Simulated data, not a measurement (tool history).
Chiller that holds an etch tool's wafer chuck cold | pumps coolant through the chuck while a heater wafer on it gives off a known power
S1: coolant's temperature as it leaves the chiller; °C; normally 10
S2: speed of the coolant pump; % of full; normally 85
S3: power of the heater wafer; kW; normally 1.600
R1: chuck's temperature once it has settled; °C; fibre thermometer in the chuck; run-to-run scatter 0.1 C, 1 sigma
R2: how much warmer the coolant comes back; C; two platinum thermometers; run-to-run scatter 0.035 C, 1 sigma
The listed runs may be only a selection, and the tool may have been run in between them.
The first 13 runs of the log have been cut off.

run,hour,S1,S2,S3,R1,R2
14,377.5,10,85,1.600,21.8,6.38
15,417.9,10,66,1.600,24.4,8.30
16,454.2,10,85,1.600,21.8,6.41
17,475.4,8,60,1.600,23.5,9.23
18,508.4,11,85,1.684,23.6,6.76
19,538.2,12,76,2.311,30.5,10.36
20,575.5,5,79,1.040,13.3,4.56
21,597.3,5,79,1.040,13.4,4.48
22,628.4,5,79,1.295,15.3,5.63
23,669.1,10,79,0.997,18.1,4.30
24,708.9,10,98,1.806,22.0,6.24
25,737.8,0,87,1.529,11.2,6.01
26,758.9,18,99,1.970,30.9,6.75
27,797.5,4,85,0.820,10.3,3.29
28,825.1,10,78,2.274,28.1,10.01
29,865.0,3,98,2.274,18.3,7.87
30,892.0,10,82,0.935,17.3,3.90
31,919.1,10,82,0.935,17.3,3.89
32,950.4,10,82,0.935,17.4,3.95

Below are 3 alternative next runs, each starting from the tool's condition after run 32. Predict each:
A,972.9,2,72,1.848,?,?
B,972.9,10,95,1.687,?,?
C,972.9,15,83,1.589,?,?

run,R1,R2
A,17.8,8.88
B,21.6,6.02
C,27.2,6.56
The same runs, with their run-to-run variation unchanged, on a tool lacking any hidden condition would have given:
run,R1,R2
A,16.7,8.60
B,20.7,5.84
C,26.3,6.35

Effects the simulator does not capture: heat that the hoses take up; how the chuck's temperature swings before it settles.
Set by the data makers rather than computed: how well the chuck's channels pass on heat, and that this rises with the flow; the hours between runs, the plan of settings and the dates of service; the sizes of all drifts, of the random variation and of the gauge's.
